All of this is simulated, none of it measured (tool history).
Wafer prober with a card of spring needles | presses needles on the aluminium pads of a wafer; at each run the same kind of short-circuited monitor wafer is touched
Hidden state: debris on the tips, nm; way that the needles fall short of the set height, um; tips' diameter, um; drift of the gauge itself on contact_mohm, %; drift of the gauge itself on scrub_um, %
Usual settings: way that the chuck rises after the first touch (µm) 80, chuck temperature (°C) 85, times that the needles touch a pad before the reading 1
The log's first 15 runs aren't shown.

run,hour,way that the chuck rises after the first touch (µm),chuck temperature (°C),times that the needles touch a pad before the reading,touches since the tips were cleaned,cleanings since the card got new needles,touches since the first contact's height was set,resistance of one needle with its contact and lead (mohm),way that a needle slides on the pad (µm)
# hour 150.8: tips cleaned on abrasive film
16,156.6,80,85,1,3136,64,123399,205,14.00
# hour 157.9: tips cleaned on abrasive film
# hour 165.4: tips cleaned on abrasive film
# hour 172.4: tips cleaned on abrasive film
17,172.8,80,85,1,177,67,131981,203,14.00
# hour 179.7: tips cleaned on abrasive film
# hour 187.2: tips cleaned on abrasive film
18,187.8,86,85,1,296,69,139977,201,15.01
# hour 195.1: tips cleaned on abrasive film
# hour 196.9: gauge calibrated
19,199.8,86,85,1,2545,70,146403,198,15.30
# hour 202.1: tips cleaned on abrasive film
# hour 207.3: height of the first contact set anew
20,208.9,71,85,3,3543,71,876,203,12.63
# hour 210.0: tips cleaned on abrasive film
# hour 217.3: tips cleaned on abrasive film
21,218.9,81,85,2,911,73,6166,206,14.43
# hour 224.9: tips cleaned on abrasive film
# hour 232.3: tips cleaned on abrasive film
22,232.4,70,118,3,91,75,13342,215,12.39
# hour 239.2: tips cleaned on abrasive film
23,245.2,73,58,2,3225,76,20177,198,12.95
# hour 246.3: tips cleaned on abrasive film
# hour 254.2: tips cleaned on abrasive film
# hour 261.3: tips cleaned on abrasive film
24,261.3,77,96,1,0,79,28727,205,13.64
# hour 268.4: tips cleaned on abrasive film
25,270.9,77,96,1,1344,80,33839,202,13.64
# hour 275.4: tips cleaned on abrasive film
26,282.1,80,85,2,3634,81,39846,206,14.07
# hour 283.7: tips cleaned on abrasive film
# hour 291.2: tips cleaned on abrasive film
27,291.7,80,85,2,294,83,44912,201,14.12
# hour 298.5: tips cleaned on abrasive film
28,302.3,80,85,2,2043,84,50546,201,14.09
# hour 305.4: tips cleaned on abrasive film
# hour 313.2: tips cleaned on abrasive film
29,317.5,80,85,2,2336,86,58663,200,14.04
# hour 320.4: tips cleaned on abrasive film
30,326.4,80,109,1,3237,87,63382,210,14.03
# hour 328.4: tips cleaned on abrasive film
# hour 335.3: tips cleaned on abrasive film
31,337.6,92,85,1,1249,89,69355,198,16.11

Forecast each of these 4 alternatives for the next run:
# hour 342.7: tips cleaned on abrasive film
A,345.8,72,100,1,1647,90,73691,?,?
# hour 342.7: tips cleaned on abrasive film
B,345.8,92,45,1,1647,90,73691,?,?
# hour 342.7: tips cleaned on abrasive film
C,345.8,89,85,3,1647,90,73691,?,?
# hour 342.7: tips cleaned on abrasive film
D,345.8,67,85,3,1647,90,73691,?,?

run,resistance of one needle with its contact and lead (mohm),way that a needle slides on the pad (µm)
A,204,12.63
B,189,16.10
C,200,15.58
D,204,11.70
Without the tool's hidden state the same runs would have given:
run,resistance of one needle with its contact and lead (mohm),way that a needle slides on the pad (µm)
A,204,12.87
B,189,16.42
C,200,15.89
D,204,11.93
